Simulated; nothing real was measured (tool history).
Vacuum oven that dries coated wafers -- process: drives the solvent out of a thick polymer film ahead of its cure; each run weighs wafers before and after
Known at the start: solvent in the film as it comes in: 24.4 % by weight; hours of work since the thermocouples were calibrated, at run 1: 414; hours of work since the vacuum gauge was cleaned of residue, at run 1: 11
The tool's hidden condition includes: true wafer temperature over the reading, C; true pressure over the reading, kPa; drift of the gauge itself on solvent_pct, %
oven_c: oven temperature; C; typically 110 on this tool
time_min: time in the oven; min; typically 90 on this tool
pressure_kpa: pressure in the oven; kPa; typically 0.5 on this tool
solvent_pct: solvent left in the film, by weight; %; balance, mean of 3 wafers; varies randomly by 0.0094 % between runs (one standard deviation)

run	hour	oven_c	time_min	pressure_kpa	hours of work since the thermocouples were calibrated	hours of work since the vacuum gauge was cleaned of residue	solvent_pct
1	0	110	90	0.5	414	11	1.539
2	12.4	110	90	0.5	422	18	1.553
3	20.6	110	90	0.5	427	23	1.54
4	39.6	110	90	0.5	438	35	1.539
5	49.3	110	90	0.5	444	40	1.536
6	67.2	110	90	0.5	455	51	1.539
7	75.3	110	90	0.5	460	56	1.558
8	94.1	110	90	0.5	471	68	1.554
9	103.2	110	90	0.5	477	73	1.538
10	119.2	110	90	0.5	487	83	1.545
11	132.3	110	90	0.5	495	91	1.55
12	143.6	110	90	0.5	501	97	1.548
13	160.6	113	90	0.5	512	108	1.201
14	170.1	113	90	0.5	517	114	1.206
15	181.1	113	90	0.5	524	120	1.22
16	194.3	113	90	0.5	532	128	1.205
17	205.7	113	57	0.5	539	135	2.613
18	217.1	113	57	0.5	546	142	2.614
19	228.8	113	57	0.5	553	149	2.621
20	245.1	110	93	0.5	563	159	1.462
21	255.6	110	61	0.5	569	165	2.946
22	271.3	110	61	0.5	579	175	2.94
23	289.3	110	61	0.597	590	186	3.064
24	307.3	110	97	1.826	601	197	3.306
25	316.8	110	97	1.826	606	202	3.308
26	333.1	110	110	0.744	616	212	1.519
27	343.5	107	99	0.304	623	219	1.397
28	357.1	107	99	0.304	631	227	1.407
29	367.1	107	90	0.66	637	233	2.229
30	377.1	105	46	0.858	643	239	6.411
31	393.2	96	75	0.549	653	249	5.69
32	401.9	96	75	0.549	658	254	5.677
33	419.2	96	75	0.549	668	264	5.668
34	434	110	152	0.747	677	273	1.253
35	449.8	108	127	0.994	687	283	1.928
36	466.3	108	127	1.156	697	293	2.167
37	485.2	103	94	0.886	708	304	3.249
38	503.3	103	94	0.886	719	315	3.235

What will run 39 give?
39	521.8	98	160	0.886	731	327	?

Logged for run 39: solvent_pct 2.714 %.
Were there no unlogged condition in the tool, this run, its random variation unchanged, would have produced solvent_pct 2.762 %.
